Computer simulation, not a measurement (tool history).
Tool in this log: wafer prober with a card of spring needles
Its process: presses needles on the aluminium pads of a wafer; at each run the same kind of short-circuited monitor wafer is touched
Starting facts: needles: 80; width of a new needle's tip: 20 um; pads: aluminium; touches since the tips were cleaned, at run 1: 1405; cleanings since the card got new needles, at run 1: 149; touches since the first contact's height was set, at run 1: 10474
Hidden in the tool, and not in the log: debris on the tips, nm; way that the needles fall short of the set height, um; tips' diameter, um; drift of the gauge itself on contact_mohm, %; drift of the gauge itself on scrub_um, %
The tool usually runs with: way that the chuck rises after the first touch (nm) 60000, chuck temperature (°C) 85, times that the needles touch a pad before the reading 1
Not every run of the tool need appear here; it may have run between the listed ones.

run	hour	way that the chuck rises after the first touch (nm)	chuck temperature (°C)	times that the needles touch a pad before the reading	touches since the tips were cleaned	cleanings since the card got new needles	touches since the first contact's height was set	resistance of one needle with its contact and lead (mohm)	way that a needle slides on the pad (nm)
1	0.0	60000	85	1	1405	149	10474	236	12890
# hour 2.3: tips cleaned on abrasive film
# hour 8.0: tips cleaned on abrasive film
# hour 13.7: tips cleaned on abrasive film
# hour 19.4: tips cleaned on abrasive film
# hour 25.0: tips cleaned on abrasive film
# hour 30.7: tips cleaned on abrasive film
# hour 35.3: tips cleaned on abrasive film
# hour 41.0: tips cleaned on abrasive film
# hour 46.6: tips cleaned on abrasive film
# hour 52.3: tips cleaned on abrasive film
# hour 58.0: tips cleaned on abrasive film
2	60.6	60000	85	1	1327	160	40707	241	12690
# hour 62.9: tips cleaned on abrasive film
# hour 68.6: tips cleaned on abrasive film
# hour 73.2: tips cleaned on abrasive film
# hour 78.9: tips cleaned on abrasive film
# hour 84.5: tips cleaned on abrasive film
# hour 89.1: tips cleaned on abrasive film
# hour 94.8: tips cleaned on abrasive film
# hour 100.5: tips cleaned on abrasive film
# hour 105.0: tips cleaned on abrasive film
# hour 110.7: tips cleaned on abrasive film
# hour 116.4: tips cleaned on abrasive film
# hour 122.1: tips cleaned on abrasive film
# hour 127.7: tips cleaned on abrasive film
3	130.2	60000	85	1	1270	173	75420	239	12510
# hour 132.6: tips cleaned on abrasive film
# hour 135.1: height of the first contact set anew
# hour 138.6: tips cleaned on abrasive film
# hour 144.2: tips cleaned on abrasive film
# hour 148.8: tips cleaned on abrasive film
# hour 154.5: tips cleaned on abrasive film
# hour 160.2: tips cleaned on abrasive film
# hour 165.8: tips cleaned on abrasive film
# hour 171.5: tips cleaned on abrasive film
# hour 176.1: tips cleaned on abrasive film
# hour 181.7: tips cleaned on abrasive film
# hour 186.3: tips cleaned on abrasive film
# hour 192.0: tips cleaned on abrasive film
# hour 197.7: tips cleaned on abrasive film
# hour 202.2: tips cleaned on abrasive film
# hour 207.9: tips cleaned on abrasive film
# hour 213.6: tips cleaned on abrasive film
# hour 219.3: tips cleaned on abrasive film
# hour 224.9: tips cleaned on abrasive film
# hour 230.6: tips cleaned on abrasive film
4	231.5	51000	85	1	452	192	48062	237	10800
# hour 236.1: tips cleaned on abrasive film
# hour 241.8: tips cleaned on abrasive film
# hour 247.4: tips cleaned on abrasive film
# hour 253.1: tips cleaned on abrasive film
# hour 258.8: tips cleaned on abrasive film
# hour 264.5: tips cleaned on abrasive film
# hour 270.1: tips cleaned on abrasive film
# hour 274.7: tips cleaned on abrasive film
# hour 280.4: tips cleaned on abrasive film
# hour 286.1: tips cleaned on abrasive film
# hour 290.8: height of the first contact set anew
# hour 292.0: tips cleaned on abrasive film
# hour 296.6: tips cleaned on abrasive film
# hour 302.3: tips cleaned on abrasive film
# hour 308.0: tips cleaned on abrasive film
# hour 313.6: tips cleaned on abrasive film
5	317.6	60000	85	1	2032	207	13367	259	12900
# hour 318.9: tips cleaned on abrasive film
# hour 324.5: tips cleaned on abrasive film
# hour 330.2: tips cleaned on abrasive film
# hour 335.9: tips cleaned on abrasive film
# hour 341.6: tips cleaned on abrasive film
# hour 347.2: tips cleaned on abrasive film
# hour 352.9: tips cleaned on abrasive film
# hour 358.6: tips cleaned on abrasive film
# hour 364.3: tips cleaned on abrasive film
# hour 368.8: tips cleaned on abrasive film
# hour 374.5: tips cleaned on abrasive film
# hour 380.2: tips cleaned on abrasive film
# hour 384.8: tips cleaned on abrasive film
6	388.0	60000	85	1	1633	220	48441	255	12750
# hour 390.3: tips cleaned on abrasive film
# hour 394.9: tips cleaned on abrasive film
# hour 400.6: tips cleaned on abrasive film
# hour 405.1: tips cleaned on abrasive film
# hour 410.8: tips cleaned on abrasive film
# hour 416.5: tips cleaned on abrasive film
# hour 422.2: tips cleaned on abrasive film
# hour 427.8: tips cleaned on abrasive film
# hour 433.5: tips cleaned on abrasive film
# hour 438.1: tips cleaned on abrasive film
# hour 443.7: tips cleaned on abrasive film
# hour 447.4: height of the first contact set anew
# hour 449.7: tips cleaned on abrasive film
# hour 455.4: tips cleaned on abrasive film
# hour 461.1: tips cleaned on abrasive film
# hour 465.8: tips cleaned on abrasive film
7	465.8	60000	85	1	0	235	9160	205	13020
# hour 471.5: tips cleaned on abrasive film
# hour 477.2: tips cleaned on abrasive film
# hour 482.9: tips cleaned on abrasive film
# hour 487.4: tips cleaned on abrasive film
# hour 493.1: tips cleaned on abrasive film
# hour 498.8: tips cleaned on abrasive film
# hour 504.5: tips cleaned on abrasive film
# hour 510.1: tips cleaned on abrasive film
# hour 515.8: tips cleaned on abrasive film
# hour 521.5: tips cleaned on abrasive film
# hour 526.1: tips cleaned on abrasive film
# hour 529.5: tips cleaned on abrasive film, once more
# hour 535.2: tips cleaned on abrasive film
# hour 540.9: tips cleaned on abrasive film
# hour 546.5: tips cleaned on abrasive film
8	550.6	60000	85	1	2057	250	51458	261	12810
# hour 551.8: tips cleaned on abrasive film
# hour 557.5: tips cleaned on abrasive film
# hour 563.2: tips cleaned on abrasive film
# hour 568.8: tips cleaned on abrasive film
# hour 573.4: tips cleaned on abrasive film
# hour 579.1: tips cleaned on abrasive film
# hour 583.6: tips cleaned on abrasive film
# hour 589.3: tips cleaned on abrasive film
# hour 595.0: tips cleaned on abrasive film
# hour 600.7: tips cleaned on abrasive film
# hour 603.2: height of the first contact set anew
# hour 605.5: tips cleaned on abrasive film
# hour 611.2: tips cleaned on abrasive film
# hour 616.9: tips cleaned on abrasive film
# hour 628.9: card fitted with new needles
9	630.1	60000	85	1	635	0	635	214	12980
# hour 633.6: tips cleaned on abrasive film
# hour 639.3: tips cleaned on abrasive film
# hour 643.8: tips cleaned on abrasive film
# hour 649.5: tips cleaned on abrasive film
# hour 655.2: tips cleaned on abrasive film
# hour 660.9: tips cleaned on abrasive film
# hour 665.4: tips cleaned on abrasive film
# hour 671.1: tips cleaned on abrasive film
# hour 676.8: tips cleaned on abrasive film
# hour 682.5: tips cleaned on abrasive film
# hour 688.1: tips cleaned on abrasive film
# hour 692.7: tips cleaned on abrasive film
# hour 698.4: tips cleaned on abrasive film
# hour 702.9: tips cleaned on abrasive film
10	707.2	41000	85	2	2140	14	39042	256	8680
# hour 708.4: tips cleaned on abrasive film
# hour 714.0: tips cleaned on abrasive film
# hour 719.7: tips cleaned on abrasive film
# hour 725.4: tips cleaned on abrasive film
# hour 731.1: tips cleaned on abrasive film
# hour 736.8: tips cleaned on abrasive film
# hour 741.3: tips cleaned on abrasive film
# hour 747.0: tips cleaned on abrasive film
# hour 752.7: tips cleaned on abrasive film
# hour 758.4: tips cleaned on abrasive film
# hour 764.0: tips cleaned on abrasive film
# hour 769.7: tips cleaned on abrasive film
# hour 775.4: tips cleaned on abrasive film
11	779.6	41000	43	2	2117	27	75167	253	8540
# hour 780.8: tips cleaned on abrasive film
# hour 784.4: height of the first contact set anew
# hour 786.8: tips cleaned on abrasive film
# hour 791.3: tips cleaned on abrasive film
# hour 797.0: tips cleaned on abrasive film
# hour 802.7: tips cleaned on abrasive film
# hour 808.4: tips cleaned on abrasive film
# hour 814.0: tips cleaned on abrasive film
# hour 819.7: tips cleaned on abrasive film
# hour 824.3: tips cleaned on abrasive film
# hour 829.9: tips cleaned on abrasive film
# hour 835.6: tips cleaned on abrasive film
# hour 841.3: tips cleaned on abrasive film
# hour 847.0: tips cleaned on abrasive film
# hour 852.7: tips cleaned on abrasive film
# hour 858.3: tips cleaned on abrasive film
# hour 864.0: tips cleaned on abrasive film
# hour 869.7: tips cleaned on abrasive film
12	869.8	60000	48	1	28	44	42537	195	12770
# hour 874.3: tips cleaned on abrasive film
# hour 878.9: tips cleaned on abrasive film
# hour 884.6: tips cleaned on abrasive film
# hour 890.2: tips cleaned on abrasive film
# hour 894.8: tips cleaned on abrasive film
# hour 900.5: tips cleaned on abrasive film
# hour 906.2: tips cleaned on abrasive film
# hour 910.7: tips cleaned on abrasive film
13	911.9	60000	48	1	576	52	63523	211	12640
# hour 915.4: tips cleaned on abrasive film
# hour 921.0: tips cleaned on abrasive film
# hour 926.7: tips cleaned on abrasive film
# hour 932.4: tips cleaned on abrasive film
# hour 938.1: tips cleaned on abrasive film
# hour 940.6: height of the first contact set anew
# hour 944.1: tips cleaned on abrasive film
# hour 949.7: tips cleaned on abrasive film
# hour 954.3: tips cleaned on abrasive film
# hour 960.0: tips cleaned on abrasive film
# hour 965.7: tips cleaned on abrasive film
# hour 971.3: tips cleaned on abrasive film
14	974.5	43000	82	1	1604	63	16908	273	9170

Hidden condition of the tool, last listed run before each entry between runs versus first listed run after:
Between runs 1 and 2: tips cleaned on abrasive film (hour 2.3); tips cleaned on abrasive film (hour 8.0); tips cleaned on abrasive film (hour 13.7); tips cleaned on abrasive film (hour 19.4); tips cleaned on abrasive film (hour 25.0); tips cleaned on abrasive film (hour 30.7); tips cleaned on abrasive film (hour 35.3); tips cleaned on abrasive film (hour 41.0); tips cleaned on abrasive film (hour 46.6); tips cleaned on abrasive film (hour 52.3); tips cleaned on abrasive film (hour 58.0)
  debris on the tips, nm: 46.1 -> 42.9; way that the needles fall short of the set height, um: 0.29 -> 1.11; tips' diameter, um: 23.45 -> 24.71
  difference, measured minus the result without the unlogged condition, resistance of one needle with its contact and lead (mohm): +39 -> +42; way that a needle slides on the pad (nm): -60 -> -240
Between runs 2 and 3: tips cleaned on abrasive film (hour 62.9); tips cleaned on abrasive film (hour 68.6); tips cleaned on abrasive film (hour 73.2); tips cleaned on abrasive film (hour 78.9); tips cleaned on abrasive film (hour 84.5); tips cleaned on abrasive film (hour 89.1); tips cleaned on abrasive film (hour 94.8); tips cleaned on abrasive film (hour 100.5); tips cleaned on abrasive film (hour 105.0); tips cleaned on abrasive film (hour 110.7); tips cleaned on abrasive film (hour 116.4); tips cleaned on abrasive film (hour 122.1); tips cleaned on abrasive film (hour 127.7)
  debris on the tips, nm: 42.9 -> 40.6; way that the needles fall short of the set height, um: 1.11 -> 1.97; tips' diameter, um: 24.71 -> 25.01
  difference, measured minus the result without the unlogged condition, resistance of one needle with its contact and lead (mohm): +42 -> +42; way that a needle slides on the pad (nm): -240 -> -430
Between runs 3 and 4: tips cleaned on abrasive film (hour 132.6); height of the first contact set anew (hour 135.1); tips cleaned on abrasive film (hour 138.6); tips cleaned on abrasive film (hour 144.2); tips cleaned on abrasive film (hour 148.8); tips cleaned on abrasive film (hour 154.5); tips cleaned on abrasive film (hour 160.2); tips cleaned on abrasive film (hour 165.8); tips cleaned on abrasive film (hour 171.5); tips cleaned on abrasive film (hour 176.1); tips cleaned on abrasive film (hour 181.7); tips cleaned on abrasive film (hour 186.3); tips cleaned on abrasive film (hour 192.0); tips cleaned on abrasive film (hour 197.7); tips cleaned on abrasive film (hour 202.2); tips cleaned on abrasive film (hour 207.9); tips cleaned on abrasive film (hour 213.6); tips cleaned on abrasive film (hour 219.3); tips cleaned on abrasive film (hour 224.9); tips cleaned on abrasive film (hour 230.6)
  debris on the tips, nm: 40.6 -> 22.7; way that the needles fall short of the set height, um: 1.97 -> 1.12; tips' diameter, um: 25.01 -> 25.43
  difference, measured minus the result without the unlogged condition, resistance of one needle with its contact and lead (mohm): +42 -> +34; way that a needle slides on the pad (nm): -430 -> -240
Between runs 4 and 5: tips cleaned on abrasive film (hour 236.1); tips cleaned on abrasive film (hour 241.8); tips cleaned on abrasive film (hour 247.4); tips cleaned on abrasive film (hour 253.1); tips cleaned on abrasive film (hour 258.8); tips cleaned on abrasive film (hour 264.5); tips cleaned on abrasive film (hour 270.1); tips cleaned on abrasive film (hour 274.7); tips cleaned on abrasive film (hour 280.4); tips cleaned on abrasive film (hour 286.1); height of the first contact set anew (hour 290.8); tips cleaned on abrasive film (hour 292.0); tips cleaned on abrasive film (hour 296.6); tips cleaned on abrasive film (hour 302.3); tips cleaned on abrasive film (hour 308.0); tips cleaned on abrasive film (hour 313.6)
  debris on the tips, nm: 22.7 -> 59.3; way that the needles fall short of the set height, um: 1.12 -> 0.29; tips' diameter, um: 25.43 -> 25.76
  difference, measured minus the result without the unlogged condition, resistance of one needle with its contact and lead (mohm): +34 -> +59; way that a needle slides on the pad (nm): -240 -> -70
Between runs 5 and 6: tips cleaned on abrasive film (hour 318.9); tips cleaned on abrasive film (hour 324.5); tips cleaned on abrasive film (hour 330.2); tips cleaned on abrasive film (hour 335.9); tips cleaned on abrasive film (hour 341.6); tips cleaned on abrasive film (hour 347.2); tips cleaned on abrasive film (hour 352.9); tips cleaned on abrasive film (hour 358.6); tips cleaned on abrasive film (hour 364.3); tips cleaned on abrasive film (hour 368.8); tips cleaned on abrasive film (hour 374.5); tips cleaned on abrasive film (hour 380.2); tips cleaned on abrasive film (hour 384.8)
  debris on the tips, nm: 59.3 -> 51.4; way that the needles fall short of the set height, um: 0.29 -> 1.13; tips' diameter, um: 25.76 -> 26.05
  difference, measured minus the result without the unlogged condition, resistance of one needle with its contact and lead (mohm): +59 -> +55; way that a needle slides on the pad (nm): -70 -> -240
Between runs 6 and 7: tips cleaned on abrasive film (hour 390.3); tips cleaned on abrasive film (hour 394.9); tips cleaned on abrasive film (hour 400.6); tips cleaned on abrasive film (hour 405.1); tips cleaned on abrasive film (hour 410.8); tips cleaned on abrasive film (hour 416.5); tips cleaned on abrasive film (hour 422.2); tips cleaned on abrasive film (hour 427.8); tips cleaned on abrasive film (hour 433.5); tips cleaned on abrasive film (hour 438.1); tips cleaned on abrasive film (hour 443.7); height of the first contact set anew (hour 447.4); tips cleaned on abrasive film (hour 449.7); tips cleaned on abrasive film (hour 455.4); tips cleaned on abrasive film (hour 461.1); tips cleaned on abrasive film (hour 465.8)
  debris on the tips, nm: 51.4 -> 3.1; way that the needles fall short of the set height, um: 1.13 -> 0.24; tips' diameter, um: 26.05 -> 26.42
  difference, measured minus the result without the unlogged condition, resistance of one needle with its contact and lead (mohm): +55 -> +7; way that a needle slides on the pad (nm): -240 -> -50
Between runs 7 and 8: tips cleaned on abrasive film (hour 471.5); tips cleaned on abrasive film (hour 477.2); tips cleaned on abrasive film (hour 482.9); tips cleaned on abrasive film (hour 487.4); tips cleaned on abrasive film (hour 493.1); tips cleaned on abrasive film (hour 498.8); tips cleaned on abrasive film (hour 504.5); tips cleaned on abrasive film (hour 510.1); tips cleaned on abrasive film (hour 515.8); tips cleaned on abrasive film (hour 521.5); tips cleaned on abrasive film (hour 526.1); tips cleaned on abrasive film, once more (hour 529.5); tips cleaned on abrasive film (hour 535.2); tips cleaned on abrasive film (hour 540.9); tips cleaned on abrasive film (hour 546.5)
  debris on the tips, nm: 3.1 -> 60; way that the needles fall short of the set height, um: 0.24 -> 1.13; tips' diameter, um: 26.42 -> 26.73
  difference, measured minus the result without the unlogged condition, resistance of one needle with its contact and lead (mohm): +7 -> +66; way that a needle slides on the pad (nm): -50 -> -240
Between runs 8 and 9: tips cleaned on abrasive film (hour 551.8); tips cleaned on abrasive film (hour 557.5); tips cleaned on abrasive film (hour 563.2); tips cleaned on abrasive film (hour 568.8); tips cleaned on abrasive film (hour 573.4); tips cleaned on abrasive film (hour 579.1); tips cleaned on abrasive film (hour 583.6); tips cleaned on abrasive film (hour 589.3); tips cleaned on abrasive film (hour 595.0); tips cleaned on abrasive film (hour 600.7); height of the first contact set anew (hour 603.2); tips cleaned on abrasive film (hour 605.5); tips cleaned on abrasive film (hour 611.2); tips cleaned on abrasive film (hour 616.9); card fitted with new needles (hour 628.9)
  debris on the tips, nm: 60 -> 20.9; way that the needles fall short of the set height, um: 1.13 -> 0; tips' diameter, um: 26.73 -> 20
  difference, measured minus the result without the unlogged condition, resistance of one needle with its contact and lead (mohm): +66 -> +14; way that a needle slides on the pad (nm): -240 -> +0
Between runs 9 and 10: tips cleaned on abrasive film (hour 633.6); tips cleaned on abrasive film (hour 639.3); tips cleaned on abrasive film (hour 643.8); tips cleaned on abrasive film (hour 649.5); tips cleaned on abrasive film (hour 655.2); tips cleaned on abrasive film (hour 660.9); tips cleaned on abrasive film (hour 665.4); tips cleaned on abrasive film (hour 671.1); tips cleaned on abrasive film (hour 676.8); tips cleaned on abrasive film (hour 682.5); tips cleaned on abrasive film (hour 688.1); tips cleaned on abrasive film (hour 692.7); tips cleaned on abrasive film (hour 698.4); tips cleaned on abrasive film (hour 702.9)
  debris on the tips, nm: 20.9 -> 64.7; way that the needles fall short of the set height, um: 0 -> 0.89; tips' diameter, um: 20 -> 20.31
  difference, measured minus the result without the unlogged condition, resistance of one needle with its contact and lead (mohm): +14 -> +52; way that a needle slides on the pad (nm): +0 -> -190
Between runs 10 and 11: tips cleaned on abrasive film (hour 708.4); tips cleaned on abrasive film (hour 714.0); tips cleaned on abrasive film (hour 719.7); tips cleaned on abrasive film (hour 725.4); tips cleaned on abrasive film (hour 731.1); tips cleaned on abrasive film (hour 736.8); tips cleaned on abrasive film (hour 741.3); tips cleaned on abrasive film (hour 747.0); tips cleaned on abrasive film (hour 752.7); tips cleaned on abrasive film (hour 758.4); tips cleaned on abrasive film (hour 764.0); tips cleaned on abrasive film (hour 769.7); tips cleaned on abrasive film (hour 775.4)
  debris on the tips, nm: 64.7 -> 62.6; way that the needles fall short of the set height, um: 0.89 -> 1.74; tips' diameter, um: 20.31 -> 20.61
  difference, measured minus the result without the unlogged condition, resistance of one needle with its contact and lead (mohm): +52 -> +57; way that a needle slides on the pad (nm): -190 -> -380
Between runs 11 and 12: tips cleaned on abrasive film (hour 780.8); height of the first contact set anew (hour 784.4); tips cleaned on abrasive film (hour 786.8); tips cleaned on abrasive film (hour 791.3); tips cleaned on abrasive film (hour 797.0); tips cleaned on abrasive film (hour 802.7); tips cleaned on abrasive film (hour 808.4); tips cleaned on abrasive film (hour 814.0); tips cleaned on abrasive film (hour 819.7); tips cleaned on abrasive film (hour 824.3); tips cleaned on abrasive film (hour 829.9); tips cleaned on abrasive film (hour 835.6); tips cleaned on abrasive film (hour 841.3); tips cleaned on abrasive film (hour 847.0); tips cleaned on abrasive film (hour 852.7); tips cleaned on abrasive film (hour 858.3); tips cleaned on abrasive film (hour 864.0); tips cleaned on abrasive film (hour 869.7)
  debris on the tips, nm: 62.6 -> 5.4; way that the needles fall short of the set height, um: 1.74 -> 1.09; tips' diameter, um: 20.61 -> 21.01
  difference, measured minus the result without the unlogged condition, resistance of one needle with its contact and lead (mohm): +57 -> +5; way that a needle slides on the pad (nm): -380 -> -230
Between runs 12 and 13: tips cleaned on abrasive film (hour 874.3); tips cleaned on abrasive film (hour 878.9); tips cleaned on abrasive film (hour 884.6); tips cleaned on abrasive film (hour 890.2); tips cleaned on abrasive film (hour 894.8); tips cleaned on abrasive film (hour 900.5); tips cleaned on abrasive film (hour 906.2); tips cleaned on abrasive film (hour 910.7)
  debris on the tips, nm: 5.4 -> 26.6; way that the needles fall short of the set height, um: 1.09 -> 1.66; tips' diameter, um: 21.01 -> 21.21
  difference, measured minus the result without the unlogged condition, resistance of one needle with its contact and lead (mohm): +5 -> +22; way that a needle slides on the pad (nm): -230 -> -350
Between runs 13 and 14: tips cleaned on abrasive film (hour 915.4); tips cleaned on abrasive film (hour 921.0); tips cleaned on abrasive film (hour 926.7); tips cleaned on abrasive film (hour 932.4); tips cleaned on abrasive film (hour 938.1); height of the first contact set anew (hour 940.6); tips cleaned on abrasive film (hour 944.1); tips cleaned on abrasive film (hour 949.7); tips cleaned on abrasive film (hour 954.3); tips cleaned on abrasive film (hour 960.0); tips cleaned on abrasive film (hour 965.7); tips cleaned on abrasive film (hour 971.3)
  debris on the tips, nm: 26.6 -> 50.2; way that the needles fall short of the set height, um: 1.66 -> 0.36; tips' diameter, um: 21.21 -> 21.44
  difference, measured minus the result without the unlogged condition, resistance of one needle with its contact and lead (mohm): +22 -> +67; way that a needle slides on the pad (nm): -350 -> -80
